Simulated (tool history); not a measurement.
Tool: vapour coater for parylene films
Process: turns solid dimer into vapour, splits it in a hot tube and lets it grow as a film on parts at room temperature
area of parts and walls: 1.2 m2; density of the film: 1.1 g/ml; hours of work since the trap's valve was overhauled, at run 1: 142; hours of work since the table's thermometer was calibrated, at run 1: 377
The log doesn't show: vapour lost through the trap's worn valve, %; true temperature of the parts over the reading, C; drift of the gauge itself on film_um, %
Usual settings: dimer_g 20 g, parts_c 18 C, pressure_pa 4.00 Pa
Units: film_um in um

run,hour,dimer_g,parts_c,pressure_pa,hours of work since the trap's valve was overhauled,hours of work since the table's thermometer was calibrated,film_um
1,0.0,20,18,4.00,142,377,8.02
2,13.2,20,18,4.00,149,384,8.10
3,23.7,20,18,4.00,155,389,8.12
4,41.7,20,18,4.00,164,399,8.01
5,53.3,20,18,4.00,171,405,7.96
6,65.8,20,18,4.00,177,412,7.95
7,78.1,20,18,4.00,184,418,7.88
8,98.9,20,18,4.00,195,429,7.88
9,108.5,20,18,4.00,200,434,7.91
10,124.8,20,18,4.00,208,443,7.81
11,141.2,20,18,4.00,217,452,7.78
12,158.5,20,26,4.00,226,461,5.32
13,168.4,20,26,4.00,231,466,5.33
14,178.3,20,26,4.00,237,471,5.24
15,191.4,20,26,4.00,244,478,5.28
16,208.9,20,26,4.00,253,487,5.26
17,229.9,28,14,4.00,264,498,12.93
18,245.9,14,11,5.91,272,507,7.11
19,262.3,14,11,5.91,281,516,7.15
20,280.9,20,22,2.72,291,525,6.47
21,297.0,9,20,10.82,299,534,2.76
22,307.0,9,20,10.82,305,539,2.75
23,319.5,15,29,4.97,311,546,3.21
24,332.2,15,29,4.97,318,552,3.27
25,344.5,24,13,4.00,325,559,11.35
# hour 359.0: trap's valve overhauled
26,364.6,23,28,2.64,3,567,6.47
27,385.3,23,28,2.64,14,578,6.52
28,403.0,12,14,4.00,23,588,6.26
29,417.7,11,21,2.07,31,596,4.34

Forecast run 30:
30,436.7,11,28,3.56,41,606,?

film_um: 2.94 um
Without the tool's hidden state the same run would have given film_um 2.89 um.
